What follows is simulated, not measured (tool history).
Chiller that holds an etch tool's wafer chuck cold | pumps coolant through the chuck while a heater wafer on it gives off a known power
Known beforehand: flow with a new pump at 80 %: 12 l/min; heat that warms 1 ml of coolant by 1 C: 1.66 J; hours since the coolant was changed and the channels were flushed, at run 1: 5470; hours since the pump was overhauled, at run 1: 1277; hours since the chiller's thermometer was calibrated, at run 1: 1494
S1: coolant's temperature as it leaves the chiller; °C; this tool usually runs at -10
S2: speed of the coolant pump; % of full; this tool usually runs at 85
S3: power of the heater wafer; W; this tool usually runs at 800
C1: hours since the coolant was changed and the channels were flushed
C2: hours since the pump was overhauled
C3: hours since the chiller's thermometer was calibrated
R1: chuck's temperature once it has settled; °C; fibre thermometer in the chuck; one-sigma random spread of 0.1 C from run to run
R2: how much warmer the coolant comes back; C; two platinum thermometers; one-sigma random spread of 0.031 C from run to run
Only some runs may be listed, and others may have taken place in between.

Run 1, hour 0.0: usual settings; C1 5470; C2 1277; C3 1494. Result: R1 -1.3 °C, R2 2.31 C.
Run 2, hour 24.4: usual settings; C1 5494; C2 1302; C3 1518. Result: R1 -1.4 °C, R2 2.34 C.
Run 3, hour 54.0: usual settings but S2 68 % of full; C1 5524; C2 1331; C3 1548. Result: R1 0.7 °C, R2 2.97 C.
Run 4, hour 88.1: usual settings but S2 63 % of full; C1 5558; C2 1365; C3 1582. Result: R1 1.5 °C, R2 3.21 C.
Run 5, hour 114.5: usual settings; C1 5584; C2 1392; C3 1608. Result: R1 -1.0 °C, R2 2.35 C.
Run 6, hour 131.4: usual settings; C1 5601; C2 1409; C3 1625. Result: R1 -1.1 °C, R2 2.34 C.
Run 7, hour 156.6: usual settings but S2 79 % of full; C1 5627; C2 1434; C3 1651. Result: R1 -0.6 °C, R2 2.51 C.
Run 8, hour 187.9: usual settings; C1 5658; C2 1465; C3 1682. Result: R1 -1.1 °C, R2 2.34 C.
Run 9, hour 220.1: usual settings but S3 703 W; C1 5690; C2 1497; C3 1714. Result: R1 -2.4 °C, R2 2.02 C.
Run 10, hour 245.2: usual settings but S3 703 W; C1 5715; C2 1522; C3 1739. Result: R1 -2.1 °C, R2 2.07 C.
Run 11, hour 268.4: usual settings but S1 -19 °C; C1 5738; C2 1546; C3 1762. Result: R1 -10.3 °C, R2 2.33 C.
Run 12, hour 286.2: usual settings; C1 5756; C2 1563; C3 1780. Result: R1 -0.9 °C, R2 2.35 C.
Run 13, hour 308.4: usual settings but S2 71 % of full; C1 5778; C2 1586; C3 1802. Result: R1 0.4 °C, R2 2.81 C.
Run 14, hour 335.8: usual settings but S3 1100 W; C1 5806; C2 1613; C3 1830. Result: R1 2.2 °C, R2 3.21 C.
Run 15, hour 368.9: usual settings but S3 1100 W; C1 5839; C2 1646; C3 1863. Result: R1 2.0 °C, R2 3.22 C.
Run 16, hour 392.8: usual settings but S2 79 % of full; C1 5863; C2 1670; C3 1887. Result: R1 -0.5 °C, R2 2.55 C.
Run 17, hour 424.5: usual settings but S1 -5 °C; C1 5894; C2 1702; C3 1918. Result: R1 3.9 °C, R2 2.33 C.
Run 18, hour 451.9: usual settings but S1 -5 °C; C1 5922; C2 1729; C3 1946. Result: R1 3.9 °C, R2 2.30 C.
Run 19, hour 478.1: usual settings but S1 -5 °C; C1 5948; C2 1755; C3 1972. Result: R1 3.9 °C, R2 2.30 C.
Run 20, hour 506.4: usual settings but S1 -5 °C; C1 5976; C2 1784; C3 2000. Result: R1 3.8 °C, R2 2.37 C.
Run 21, hour 523.9: usual settings but S1 -5 °C; C1 5994; C2 1801; C3 2018. Result: R1 3.9 °C, R2 2.34 C.
Run 22, hour 546.1: usual settings but S1 -9 °C, S3 808 W; C1 6016; C2 1823; C3 2040. Result: R1 0.1 °C, R2 2.38 C.
Run 23, hour 570.1: usual settings but S1 -6 °C, S2 94 % of full, S3 808 W; C1 6040; C2 1847; C3 2064. Result: R1 2.5 °C, R2 2.14 C.
Run 24, hour 592.1: usual settings but S2 76 % of full, S3 1056 W; C1 6062; C2 1869; C3 2086. Result: R1 2.8 °C, R2 3.52 C.
Run 25, hour 615.5: usual settings but S1 -12 °C, S2 89 % of full, S3 1163 W; C1 6085; C2 1893; C3 2109. Result: R1 0.3 °C, R2 3.27 C.
Run 26, hour 629.9: usual settings but S1 -12 °C, S2 89 % of full, S3 1163 W; C1 6100; C2 1907; C3 2124. Result: R1 0.6 °C, R2 3.28 C.
Run 27, hour 646.3: usual settings but S2 77 % of full; C1 6116; C2 1923; C3 2140. Result: R1 -0.2 °C, R2 2.61 C.
Run 28, hour 669.3: usual settings but S1 -12 °C, S2 63 % of full; C1 6139; C2 1946; C3 2163. Result: R1 -0.5 °C, R2 3.19 C.
Run 29, hour 702.3: usual settings but S3 782 W; C1 6172; C2 1979; C3 2196. Result: R1 -1.1 °C, R2 2.32 C.
Run 30, hour 722.0: usual settings but S3 782 W; C1 6192; C2 1999; C3 2216. Result: R1 -1.5 °C, R2 2.33 C.
Run 31, hour 746.1: usual settings but S1 -7 °C, S2 66 % of full, S3 1113 W; C1 6216; C2 2023; C3 2240. Result: R1 8.4 °C, R2 4.29 C.

Predict each of these 4 candidate next runs independently; none follows another, all start after run 31:
Run A, hour 780.2: usual settings but S1 -20 °C, S2 88 % of full, S3 926 W; C1 6250; C2 2057; C3 2274. Result: R1 ?, R2 ?.
Run B, hour 780.2: usual settings but S2 73 % of full, S3 867 W; C1 6250; C2 2057; C3 2274. Result: R1 ?, R2 ?.
Run C, hour 780.2: usual settings but S1 -3 °C, S2 90 % of full, S3 486 W; C1 6250; C2 2057; C3 2274. Result: R1 ?, R2 ?.
Run D, hour 780.2: usual settings but S1 -15 °C, S2 68 % of full, S3 1186 W; C1 6250; C2 2057; C3 2274. Result: R1 ?, R2 ?.

run     R1    R2
  A  -10.1  2.63
  B    1.0  2.99
  C    2.4  1.37
  D    1.0  4.38
The same runs, with their run-to-run variation unchanged, on a tool lacking any hidden condition would have given:
run     R1    R2
  A  -11.1  2.52
  B   -0.1  2.87
  C    1.7  1.31
  D   -0.5  4.20
